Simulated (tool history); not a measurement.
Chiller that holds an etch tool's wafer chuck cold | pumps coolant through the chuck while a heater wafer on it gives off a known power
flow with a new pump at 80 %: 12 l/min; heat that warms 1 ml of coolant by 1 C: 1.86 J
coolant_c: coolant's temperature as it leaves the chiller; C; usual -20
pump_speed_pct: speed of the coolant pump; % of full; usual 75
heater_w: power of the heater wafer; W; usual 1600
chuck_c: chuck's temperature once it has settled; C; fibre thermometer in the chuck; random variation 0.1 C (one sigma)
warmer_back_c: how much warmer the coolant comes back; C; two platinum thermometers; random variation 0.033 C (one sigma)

run	hour	coolant_c	pump_speed_pct	heater_w	chuck_c	warmer_back_c
1	0.0	-20	75	1600	-6.9	4.67
2	46.8	-20	75	1600	-6.7	4.72
3	117.9	-20	75	1600	-6.8	4.70
4	162.4	-20	75	1600	-6.6	4.69
5	224.7	-20	75	1600	-6.6	4.69
6	272.8	-20	75	1600	-6.5	4.72
7	321.6	-20	75	1600	-6.7	4.78
8	358.3	-29	75	1600	-15.5	4.77
9	414.9	-29	75	1600	-15.3	4.76
10	489.6	-21	75	1276	-10.1	3.83
11	560.3	-13	96	1246	-4.6	2.80
12	610.1	-13	96	1246	-4.4	2.82
13	675.6	-20	75	1904	-3.9	5.66
14	746.2	-20	89	1600	-8.4	4.01

The next listed run, before its measurement:
15	814.9	-27	75	1318	?	?

chuck_c: -15.6 C
warmer_back_c: 3.90 C
Without the tool's hidden state the same run would have given chuck_c -17.1 C, warmer_back_c 3.78 C.
